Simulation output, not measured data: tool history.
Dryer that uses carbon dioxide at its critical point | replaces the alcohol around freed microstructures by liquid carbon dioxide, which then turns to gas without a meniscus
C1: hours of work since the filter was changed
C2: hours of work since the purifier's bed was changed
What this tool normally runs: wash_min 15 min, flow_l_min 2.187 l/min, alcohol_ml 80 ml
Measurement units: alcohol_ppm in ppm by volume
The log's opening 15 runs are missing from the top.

run 16 day=6.583 | wash_min=14 flow_l_min=2.187 alcohol_ml=80 | C1=230 C2=181 | alcohol_ppm=73
run 17 day=7.138 | wash_min=14 flow_l_min=2.187 alcohol_ml=80 | C1=236 C2=187 | alcohol_ppm=80
run 18 day=7.692 | wash_min=14 flow_l_min=2.187 alcohol_ml=80 | C1=242 C2=193 | alcohol_ppm=75
run 19 day=7.967 | wash_min=15 flow_l_min=1.41 alcohol_ml=80 | C1=245 C2=196 | alcohol_ppm=222
run 20 day=8.325 | wash_min=9 flow_l_min=1.94 alcohol_ml=80 | C1=249 C2=200 | alcohol_ppm=431
run 21 day=8.758 | wash_min=9 flow_l_min=1.43 alcohol_ml=61 | C1=253 C2=205 | alcohol_ppm=797
run 22 day=9.312 | wash_min=11 flow_l_min=3.4 alcohol_ml=80 | C1=259 C2=211 | alcohol_ppm=74
run 23 day=9.696 | wash_min=19 flow_l_min=1.54 alcohol_ml=25 | C1=263 C2=215 | alcohol_ppm=82
run 24 day=10.254 | wash_min=15 flow_l_min=2.187 alcohol_ml=100 | C1=269 C2=221 | alcohol_ppm=92
run 25 day=10.583 | wash_min=15 flow_l_min=2.187 alcohol_ml=29 | C1=273 C2=224 | alcohol_ppm=71
run 26 day=11.029 | wash_min=11 flow_l_min=3.48 alcohol_ml=34 | C1=278 C2=229 | alcohol_ppm=66
run 27 day=11.396 | wash_min=11 flow_l_min=3.48 alcohol_ml=34 | C1=282 C2=233 | alcohol_ppm=63
run 28 day=11.792 | wash_min=19 flow_l_min=2.1 alcohol_ml=111 | C1=286 C2=237 | alcohol_ppm=72
run 29 day=12.092 | wash_min=19 flow_l_min=1.85 alcohol_ml=23 | C1=289 C2=240 | alcohol_ppm=79
run 30 day=12.571 | wash_min=19 flow_l_min=1.85 alcohol_ml=23 | C1=294 C2=245 | alcohol_ppm=75
run 31 day=12.988 | wash_min=19 flow_l_min=1.4 alcohol_ml=44 | C1=299 C2=250 | alcohol_ppm=105
run 32 day=13.429 | wash_min=12 flow_l_min=2.19 alcohol_ml=54 | C1=303 C2=255 | alcohol_ppm=111
run 33 day=13.738 | wash_min=13 flow_l_min=3.39 alcohol_ml=93 | C1=307 C2=258 | alcohol_ppm=78
run 34 day=14.254 | wash_min=13 flow_l_min=3.39 alcohol_ml=93 | C1=312 C2=263 | alcohol_ppm=81
run 35 day=14.588 | wash_min=14 flow_l_min=2.187 alcohol_ml=26 | C1=316 C2=267 | alcohol_ppm=84
run 36 day=15.246 | wash_min=14 flow_l_min=2.9 alcohol_ml=49 | C1=323 C2=274 | alcohol_ppm=85
run 37 day=15.8 | wash_min=14 flow_l_min=2.9 alcohol_ml=49 | C1=329 C2=280 | alcohol_ppm=86
run 38 day=16.288 | wash_min=15 flow_l_min=1.46 alcohol_ml=22 | C1=334 C2=285 | alcohol_ppm=123

5 ways to go on from here, each from the tool as it stands after run 38. What would each give?
run A day=16.583 | wash_min=16 flow_l_min=1.46 alcohol_ml=22 | C1=337 C2=288 | alcohol_ppm=?
run B day=16.583 | wash_min=15 flow_l_min=1.54 alcohol_ml=59 | C1=337 C2=288 | alcohol_ppm=?
run C day=16.583 | wash_min=16 flow_l_min=2.187 alcohol_ml=93 | C1=337 C2=288 | alcohol_ppm=?
run D day=16.583 | wash_min=15 flow_l_min=1.86 alcohol_ml=102 | C1=337 C2=288 | alcohol_ppm=?
run E day=16.583 | wash_min=16 flow_l_min=2.42 alcohol_ml=84 | C1=337 C2=288 | alcohol_ppm=?

run=A alcohol_ppm=118
run=B alcohol_ppm=167
run=C alcohol_ppm=95
run=D alcohol_ppm=137
run=E alcohol_ppm=104
Take away the tool's hidden state, keep each run's random variation, and the runs would have read:
run=A alcohol_ppm=25
run=B alcohol_ppm=65
run=C alcohol_ppm=7
run=D alcohol_ppm=41
run=E alcohol_ppm=19
